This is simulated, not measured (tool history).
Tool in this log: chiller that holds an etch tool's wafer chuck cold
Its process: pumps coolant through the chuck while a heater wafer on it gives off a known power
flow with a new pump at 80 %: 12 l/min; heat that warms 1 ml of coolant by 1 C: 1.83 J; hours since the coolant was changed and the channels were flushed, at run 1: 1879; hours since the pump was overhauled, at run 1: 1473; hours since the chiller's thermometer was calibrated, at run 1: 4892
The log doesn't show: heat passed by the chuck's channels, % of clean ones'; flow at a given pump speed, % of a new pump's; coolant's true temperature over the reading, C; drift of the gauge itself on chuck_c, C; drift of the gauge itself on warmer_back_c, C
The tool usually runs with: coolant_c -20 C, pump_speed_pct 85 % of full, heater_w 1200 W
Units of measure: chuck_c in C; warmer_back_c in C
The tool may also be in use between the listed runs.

run,hour,coolant_c,pump_speed_pct,heater_w,hours since the coolant was changed and the channels were flushed,hours since the pump was overhauled,hours since the chiller's thermometer was calibrated,chuck_c,warmer_back_c
1,0.0,-20,85,1200,1879,1473,4892,-11.7,3.15
2,37.5,-20,85,1332,1916,1511,4929,-11.1,3.43
3,106.8,-20,85,1332,1986,1580,4999,-11.2,3.47
4,175.2,-20,85,1200,2054,1648,5067,-11.9,3.15
5,250.8,-20,66,1200,2130,1724,5143,-10.0,4.13
6,286.7,-20,66,1200,2166,1760,5179,-9.7,4.09
7,349.9,-20,85,1653,2229,1823,5242,-8.8,4.31
8,383.7,-20,85,1653,2263,1857,5276,-8.6,4.41
9,464.3,-20,85,1200,2343,1937,5356,-11.8,3.16
10,504.2,-20,85,1200,2383,1977,5396,-11.6,3.17
11,564.3,-20,85,1200,2443,2037,5456,-11.6,3.19
12,628.8,-20,85,1200,2508,2102,5521,-11.8,3.13
13,676.6,-20,85,1200,2555,2150,5568,-11.8,3.17
14,735.2,-20,85,1200,2614,2208,5627,-12.0,3.16
15,799.9,-26,85,1200,2679,2273,5692,-17.7,3.22
16,833.5,-20,85,1200,2712,2307,5725,-11.7,3.18
17,885.6,-20,82,1200,2764,2359,5777,-11.3,3.28
18,954.2,-20,82,1200,2833,2427,5846,-11.4,3.30

Run 19, settings as shown, results not yet in. Your forecast:
19,1015.4,-20,86,1783,2894,2488,5907,?,?

{"run 19": {"chuck_c": -7.9, "warmer_back_c": 4.59}}
The same run, on a tool lacking any hidden state, would have yielded chuck_c -9.0 C, warmer_back_c 4.42 C.

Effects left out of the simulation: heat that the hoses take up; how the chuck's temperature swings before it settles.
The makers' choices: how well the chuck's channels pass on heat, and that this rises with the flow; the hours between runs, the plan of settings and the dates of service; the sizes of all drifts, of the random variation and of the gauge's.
